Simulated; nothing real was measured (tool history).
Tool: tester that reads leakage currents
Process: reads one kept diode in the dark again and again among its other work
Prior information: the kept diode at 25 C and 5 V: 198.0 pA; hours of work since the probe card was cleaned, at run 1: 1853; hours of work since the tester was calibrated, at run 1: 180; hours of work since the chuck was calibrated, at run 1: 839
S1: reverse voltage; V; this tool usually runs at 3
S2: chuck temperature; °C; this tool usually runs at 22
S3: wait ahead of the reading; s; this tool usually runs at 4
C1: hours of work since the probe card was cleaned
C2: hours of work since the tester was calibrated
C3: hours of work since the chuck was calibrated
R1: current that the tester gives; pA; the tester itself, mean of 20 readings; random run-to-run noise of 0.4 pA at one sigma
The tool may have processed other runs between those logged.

run	hour	S1	S2	S3	C1	C2	C3	R1
1	0	3	22	4	1853	180	839	142.87
2	27	3	22	4	1866	194	852	143.52
3	64.3	1.12	22	4	1885	212	871	96.9
4	83.8	1.12	22	4	1894	222	880	97.24
5	113.8	14.13	22	4	1909	237	895	275.74
6	130.7	14.13	22	4	1918	245	904	274.18
7	156.1	14.13	22	4	1930	258	916	275.45
8	181.3	14.13	34	4	1943	270	929	612.8
9	215.1	14.13	34	4	1960	287	946	614.87
10	231.5	3	22	4	1968	295	954	143.69
11	264.3	3	22	4	1984	312	970	144.26
12	297.7	3	22	4	2001	328	987	143.66
13	326.9	3	22	0.95	2015	343	1001	144.87
14	356.1	3	22	0.95	2030	357	1016	144.29
15	393.7	3	22	4	2048	376	1034	144.48
16	419.8	3	22	4	2061	389	1047	145.05
17	450	3	22	4	2076	404	1062	145
18	474.5	3	22	6.17	2089	416	1075	144.38
19	506.1	3	22	6.17	2104	432	1090	144.69
20	527.7	5.39	37	0.83	2115	443	1101	512.72
21	565.3	5.39	37	0.83	2134	461	1120	513.19
22	589.9	7.6	59	0.77	2146	474	1132	2296.13
23	610.1	4.9	32	0.67	2156	484	1142	354.07
24	630.8	5.84	58	2.41	2166	494	1152	1955.65
25	653	3	22	3.7	2177	505	1163	145.4
26	690	1.88	38	0.55	2196	523	1182	367.62
27	708.9	1.88	38	0.55	2205	533	1191	367.05
28	738.9	12.13	21	2.59	2220	548	1206	246.46
29	765	2.18	55	5.72	2233	561	1219	1135.09
30	794.6	1.95	21	2.41	2248	575	1234	114.65
31	819.6	1.95	21	2.41	2260	588	1246	114.7
32	856.7	2.64	44	7.71	2279	606	1265	617.04

The logged runs with the hidden state left out (each run's random variation unchanged):
The hidden state here: stray current of the dirty probe card, pA a volt; current scale over the true one, %; true chuck temperature over the reading, C; drift of the gauge itself on leakage_pa, %.
run	R1
1	130.9
2	131.4
3	90.28
4	90.55
5	236.32
6	234.81
7	235.65
8	558.28
9	559.62
10	130.81
11	131.2
12	130.54
13	131.58
14	130.94
15	130.95
16	131.37
17	131.21
18	130.56
19	130.72
20	476.14
21	476.19
22	2178.36
23	325.25
24	1854.89
25	130.82
26	344.48
27	343.81
28	206.24
29	1075.97
30	103.59
31	103.56
32	578.8

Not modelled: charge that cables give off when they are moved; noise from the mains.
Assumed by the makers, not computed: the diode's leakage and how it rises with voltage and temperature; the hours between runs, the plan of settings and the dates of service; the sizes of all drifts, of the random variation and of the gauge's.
